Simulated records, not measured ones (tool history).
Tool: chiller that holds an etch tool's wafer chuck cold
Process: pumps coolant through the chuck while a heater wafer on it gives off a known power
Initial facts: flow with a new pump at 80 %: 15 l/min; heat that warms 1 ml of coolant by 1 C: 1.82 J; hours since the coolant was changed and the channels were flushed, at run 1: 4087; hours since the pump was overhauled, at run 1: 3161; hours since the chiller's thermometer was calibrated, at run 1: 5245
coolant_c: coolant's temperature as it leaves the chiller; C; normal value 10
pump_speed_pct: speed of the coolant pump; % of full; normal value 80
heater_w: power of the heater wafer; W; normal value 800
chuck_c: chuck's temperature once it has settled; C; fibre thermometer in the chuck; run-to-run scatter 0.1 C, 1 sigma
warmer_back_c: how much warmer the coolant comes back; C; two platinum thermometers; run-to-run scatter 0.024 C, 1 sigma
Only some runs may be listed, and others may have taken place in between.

run     day  coolant_c  pump_speed_pct  heater_w  hours since the coolant was changed and the channels were flushed  hours since the pump was overhauled  hours since the chiller's thermometer was calibrated  chuck_c  warmer_back_c
  1   0.000         10              80       800                                                               4087                                 3161                                                  5245     17.6           1.77
  2   4.842         10              80       670                                                               4203                                 3277                                                  5361     16.3           1.54
  3  10.638         10              80       670                                                               4343                                 3416                                                  5501     16.6           1.48
     12.362  -- chiller's thermometer calibrated
  4  14.133         10              80       800                                                               4425                                 3499                                                    43     18.3           1.82
  5  20.533         10              91       800                                                               4579                                 3653                                                   196     17.7           1.65
  6  26.962         10              80       873                                                               4733                                 3807                                                   350     19.1           1.97
  7  30.008         10              80       800                                                               4806                                 3880                                                   424     18.3           1.88
  8  34.954         10              80       800                                                               4925                                 3999                                                   542     18.5           1.84
  9  38.679         10              80      1155                                                               5015                                 4088                                                   632     22.3           2.66
 10  45.492         10              80       800                                                               5178                                 4252                                                   795     18.2           1.84
 11  49.333         10              80       800                                                               5270                                 4344                                                   887     18.6           1.85
 12  52.650         10              72       684                                                               5350                                 4423                                                   967     17.7           1.77
 13  57.404         10              72       684                                                               5464                                 4538                                                  1081     17.6           1.75
 14  63.417         10              72       684                                                               5608                                 4682                                                  1225     17.6           1.77
 15  67.500         10              85       800                                                               5706                                 4780                                                  1323     18.3           1.78
 16  71.596          8              85      1084                                                               5805                                 4878                                                  1422     19.2           2.40
 17  75.396          0              93      1052                                                               5896                                 4969                                                  1513     10.7           2.14
 18  78.725         17              93       607                                                               5976                                 5049                                                  1593     23.0           1.22
 19  82.054         17              93       607                                                               6056                                 5129                                                  1673     23.3           1.20

4 options for the next run, each taken on its own from the tool as it stands now. Forecast them:
     83.746  -- coolant changed, channels flushed
  A  88.817         17              93       646                                                                122                                 5285                                                  1829        ?              ?
     83.746  -- coolant changed, channels flushed
  B  88.817          7              93       607                                                                122                                 5285                                                  1829        ?              ?
     83.746  -- coolant changed, channels flushed
  C  88.817          4              93       607                                                                122                                 5285                                                  1829        ?              ?
     83.746  -- coolant changed, channels flushed
  D  88.817         17              72       457                                                                122                                 5285                                                  1829        ?              ?

run  chuck_c  warmer_back_c
  A     22.4           1.27
  B     12.2           1.24
  C      9.0           1.22
  D     21.5           1.18
Take away the tool's hidden state, keep each run's random variation, and the runs would have read:
run  chuck_c  warmer_back_c
  A     22.4           1.20
  B     12.2           1.17
  C      8.9           1.15
  D     21.5           1.11
